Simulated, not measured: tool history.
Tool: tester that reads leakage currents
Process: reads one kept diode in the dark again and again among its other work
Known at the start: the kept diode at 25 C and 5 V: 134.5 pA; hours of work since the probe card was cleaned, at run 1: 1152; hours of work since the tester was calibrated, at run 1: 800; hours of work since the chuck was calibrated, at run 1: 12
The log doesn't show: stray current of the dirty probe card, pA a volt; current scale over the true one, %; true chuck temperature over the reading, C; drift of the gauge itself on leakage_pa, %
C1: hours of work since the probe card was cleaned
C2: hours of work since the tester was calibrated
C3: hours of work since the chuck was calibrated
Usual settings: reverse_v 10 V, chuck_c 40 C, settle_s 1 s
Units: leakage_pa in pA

run 1 hour=0 | reverse_v=10 chuck_c=40 settle_s=1 | C1=1152 C2=800 C3=12 | leakage_pa=644.84
run 2 hour=32.4 | reverse_v=10 chuck_c=40 settle_s=4.52 | C1=1172 C2=820 C3=31 | leakage_pa=645.37
run 3 hour=60.2 | reverse_v=10 chuck_c=40 settle_s=1.45 | C1=1189 C2=836 C3=48 | leakage_pa=646.61
run 4 hour=81.4 | reverse_v=10 chuck_c=40 settle_s=1.45 | C1=1201 C2=849 C3=61 | leakage_pa=646.82
run 5 hour=101.2 | reverse_v=10 chuck_c=40 settle_s=1 | C1=1213 C2=861 C3=73 | leakage_pa=648.19
run 6 hour=132.5 | reverse_v=10 chuck_c=40 settle_s=1 | C1=1232 C2=880 C3=91 | leakage_pa=647.76
run 7 hour=158.9 | reverse_v=10 chuck_c=40 settle_s=1 | C1=1248 C2=896 C3=107 | leakage_pa=651.8
run 8 hour=180.8 | reverse_v=10 chuck_c=40 settle_s=1 | C1=1261 C2=909 C3=120 | leakage_pa=650.57
run 9 hour=204.4 | reverse_v=1.1 chuck_c=40 settle_s=1 | C1=1275 C2=923 C3=135 | leakage_pa=183.71
run 10 hour=227.2 | reverse_v=10 chuck_c=40 settle_s=0.97 | C1=1289 C2=937 C3=148 | leakage_pa=653.31
run 11 hour=250.7 | reverse_v=10 chuck_c=40 settle_s=0.97 | C1=1303 C2=951 C3=163 | leakage_pa=653.06
run 12 hour=275.3 | reverse_v=10 chuck_c=40 settle_s=0.97 | C1=1318 C2=966 C3=177 | leakage_pa=653.26
run 13 hour=294.3 | reverse_v=10 chuck_c=40 settle_s=0.97 | C1=1330 C2=977 C3=189 | leakage_pa=657.81
run 14 hour=321.9 | reverse_v=10 chuck_c=40 settle_s=0.97 | C1=1346 C2=994 C3=205 | leakage_pa=655.99
run 15 hour=348.5 | reverse_v=10 chuck_c=40 settle_s=1 | C1=1362 C2=1010 C3=222 | leakage_pa=655.93
run 16 hour=375.2 | reverse_v=10 chuck_c=40 settle_s=1 | C1=1378 C2=1026 C3=238 | leakage_pa=651.65
run 17 hour=395.4 | reverse_v=10 chuck_c=40 settle_s=1 | C1=1390 C2=1038 C3=250 | leakage_pa=656.05
run 18 hour=428.3 | reverse_v=10 chuck_c=40 settle_s=1 | C1=1410 C2=1058 C3=270 | leakage_pa=654.58
run 19 hour=454.8 | reverse_v=10 chuck_c=40 settle_s=1 | C1=1426 C2=1074 C3=286 | leakage_pa=653.58
run 20 hour=470.1 | reverse_v=10 chuck_c=40 settle_s=1 | C1=1435 C2=1083 C3=295 | leakage_pa=657.14
run 21 hour=492.3 | reverse_v=16.8 chuck_c=40 settle_s=6.7 | C1=1449 C2=1097 C3=308 | leakage_pa=884.51
run 22 hour=520.4 | reverse_v=1.7 chuck_c=22 settle_s=2.13 | C1=1466 C2=1113 C3=325 | leakage_pa=58.55
run 23 hour=547.9 | reverse_v=5.5 chuck_c=40 settle_s=1 | C1=1482 C2=1130 C3=342 | leakage_pa=467.18
run 24 hour=567.2 | reverse_v=6.5 chuck_c=46 settle_s=2.5 | C1=1494 C2=1142 C3=353 | leakage_pa=783.48
run 25 hour=583.7 | reverse_v=9.3 chuck_c=24 settle_s=4.44 | C1=1504 C2=1152 C3=363 | leakage_pa=185.23
run 26 hour=602.5 | reverse_v=3 chuck_c=58 settle_s=4.44 | C1=1515 C2=1163 C3=374 | leakage_pa=1156.06
run 27 hour=620.2 | reverse_v=3 chuck_c=58 settle_s=4.44 | C1=1526 C2=1174 C3=385 | leakage_pa=1163.13
run 28 hour=653.5 | reverse_v=10 chuck_c=37 settle_s=1 | C1=1546 C2=1194 C3=405 | leakage_pa=528.75
run 29 hour=672.7 | reverse_v=1.7 chuck_c=42 settle_s=1 | C1=1557 C2=1205 C3=417 | leakage_pa=277.06

The next listed run, before its measurement:
run 30 hour=691.2 | reverse_v=1.7 chuck_c=42 settle_s=1 | C1=1569 C2=1216 C3=428 | leakage_pa=?

{"run 30": {"leakage_pa": 277.25}}
Without the tool's hidden state the same run would have given leakage_pa 274.54 pA.
